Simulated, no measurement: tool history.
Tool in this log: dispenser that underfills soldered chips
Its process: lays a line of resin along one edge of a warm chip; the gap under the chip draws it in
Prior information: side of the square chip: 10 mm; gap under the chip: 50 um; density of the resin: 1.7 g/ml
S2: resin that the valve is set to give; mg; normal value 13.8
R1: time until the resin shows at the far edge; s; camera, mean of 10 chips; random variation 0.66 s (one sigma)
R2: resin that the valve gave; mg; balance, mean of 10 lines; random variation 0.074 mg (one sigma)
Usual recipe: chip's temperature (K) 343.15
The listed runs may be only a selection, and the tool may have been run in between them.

run 1 hour=0 | chip's_temperature_(K)=343.15 S2=13.8 | R1=81.2 R2=13.48
run 2 hour=4.5 | chip's_temperature_(K)=343.15 S2=13.8 | R1=106 R2=13.43
-- hour=7.5 new syringe of resin
run 3 hour=12.7 | chip's_temperature_(K)=343.15 S2=13.8 | R1=80.9 R2=13.32
run 4 hour=18 | chip's_temperature_(K)=343.15 S2=13.8 | R1=109.5 R2=13.31
-- hour=20.1 new syringe of resin
run 5 hour=26.8 | chip's_temperature_(K)=343.15 S2=13.8 | R1=87.7 R2=13.21
run 6 hour=30.4 | chip's_temperature_(K)=343.15 S2=13.4 | R1=109.6 R2=12.81
-- hour=32.6 new syringe of resin
run 7 hour=36.7 | chip's_temperature_(K)=329.15 S2=13.8 | R1=122 R2=13.17
run 8 hour=40.8 | chip's_temperature_(K)=343.15 S2=12.5 | R1=99.5 R2=11.89
-- hour=45.6 new syringe of resin
run 9 hour=46.9 | chip's_temperature_(K)=343.15 S2=12.5 | R1=66.4 R2=11.83
run 10 hour=55.3 | chip's_temperature_(K)=343.15 S2=16.4 | R1=103.6 R2=15.39
-- hour=58.7 new syringe of resin
run 11 hour=60.6 | chip's_temperature_(K)=343.15 S2=16.4 | R1=66.7 R2=15.35
run 12 hour=65.6 | chip's_temperature_(K)=343.15 S2=16.4 | R1=88.5 R2=15.18
run 13 hour=70.4 | chip's_temperature_(K)=337.15 S2=14.2 | R1=147.1 R2=13.15
-- hour=71.2 new syringe of resin
run 14 hour=76.4 | chip's_temperature_(K)=333.15 S2=14.5 | R1=112.5 R2=13.44
-- hour=84 new syringe of resin
run 15 hour=84.4 | chip's_temperature_(K)=333.15 S2=14.5 | R1=87.3 R2=13.35
run 16 hour=92.4 | chip's_temperature_(K)=343.15 S2=14.1 | R1=99.9 R2=12.97

Run 17 is up next; what results do you expect?
-- hour=96.5 new syringe of resin
run 17 hour=96.7 | chip's_temperature_(K)=334.15 S2=14.8 | R1=? R2=?

R1: 81.6 s
R2: 13.43 mg
If the tool had no hidden condition, the same run with the same run-to-run variation would have returned R1 78.3 s, R2 14.7 mg.
